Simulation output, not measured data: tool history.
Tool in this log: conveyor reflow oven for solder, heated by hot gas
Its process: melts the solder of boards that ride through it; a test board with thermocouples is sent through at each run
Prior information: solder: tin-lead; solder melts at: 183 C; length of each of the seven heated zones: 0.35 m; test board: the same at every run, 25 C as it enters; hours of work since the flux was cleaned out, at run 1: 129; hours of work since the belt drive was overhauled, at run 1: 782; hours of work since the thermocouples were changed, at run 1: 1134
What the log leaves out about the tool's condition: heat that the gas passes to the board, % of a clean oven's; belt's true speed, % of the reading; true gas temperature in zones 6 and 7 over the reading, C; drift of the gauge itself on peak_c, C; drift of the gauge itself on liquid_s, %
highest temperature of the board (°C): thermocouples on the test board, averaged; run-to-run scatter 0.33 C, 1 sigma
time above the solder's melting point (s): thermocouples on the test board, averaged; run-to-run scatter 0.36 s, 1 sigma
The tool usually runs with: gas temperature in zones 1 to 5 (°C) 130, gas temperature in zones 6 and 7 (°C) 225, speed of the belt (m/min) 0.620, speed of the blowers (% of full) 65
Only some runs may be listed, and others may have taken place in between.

run	day	gas temperature in zones 1 to 5 (°C)	gas temperature in zones 6 and 7 (°C)	speed of the belt (m/min)	speed of the blowers (% of full)	hours of work since the flux was cleaned out	hours of work since the belt drive was overhauled	hours of work since the thermocouples were changed	highest temperature of the board (°C)	time above the solder's melting point (s)
1	0.000	130	225	0.620	65	129	782	1134	203.7	36.7
2	0.642	130	225	0.620	65	140	794	1146	203.6	36.0
3	1.221	130	225	0.620	65	151	804	1156	203.4	37.0
4	2.096	130	225	0.620	65	167	821	1172	203.8	36.0
5	2.925	130	229	0.620	65	182	836	1188	206.4	39.2
6	3.721	130	229	0.620	65	197	850	1202	206.0	39.8
7	4.521	130	229	0.620	65	211	865	1217	206.2	39.0
8	5.525	130	229	0.620	65	230	883	1235	205.7	38.4
# day 6.262: flux residue cleaned out of gas plates and filters
9	6.438	130	225	0.620	58	3	896	1248	203.6	37.1
10	7.208	130	225	0.620	65	17	910	1262	205.1	39.2
# day 8.375: thermocouples of zones 6 and 7 changed
11	8.417	130	225	0.620	65	38	931	1	205.7	39.8
12	8.950	130	225	0.620	65	48	941	11	206.2	39.2
13	9.958	132	227	0.523	66	66	959	29	213.3	56.1
14	11.075	132	227	0.523	66	87	980	49	212.9	56.3
15	12.142	130	220	0.620	80	106	999	69	204.0	38.2
16	12.654	134	226	0.504	68	116	1009	78	213.6	60.5
17	13.512	134	226	0.504	68	131	1025	94	212.8	59.7
18	14.471	120	218	0.729	65	149	1042	112	190.6	14.7
19	15.467	142	225	0.737	65	167	1060	130	201.0	31.0
20	16.400	130	230	0.587	65	184	1077	147	210.2	46.2
21	17.492	130	230	0.587	65	204	1097	167	210.2	46.1
22	18.233	130	213	0.620	51	218	1111	181	191.1	18.2
23	19.242	127	225	0.620	51	237	1130	199	200.0	30.5
# day 19.550: flux residue cleaned out of gas plates and filters
24	20.571	127	225	0.620	51	19	1150	220	202.4	33.6

Consider 3 possible next runs. They are alternatives, not a sequence: every one starts from the tool as it was left by run 24. What does each give?
A	21.079	119	219	0.620	51	28	1159	229	?	?
B	21.079	141	225	0.620	63	28	1159	229	?	?
C	21.079	127	224	0.722	66	28	1159	229	?	?

run	highest temperature of the board (°C)	time above the solder's melting point (s)
A	194.9	22.8
B	208.0	44.9
C	199.9	26.4
The same runs, with their run-to-run variation unchanged, on a tool lacking any hidden condition would have given:
run	highest temperature of the board (°C)	time above the solder's melting point (s)
A	194.7	21.6
B	207.9	43.3
C	199.7	25.2
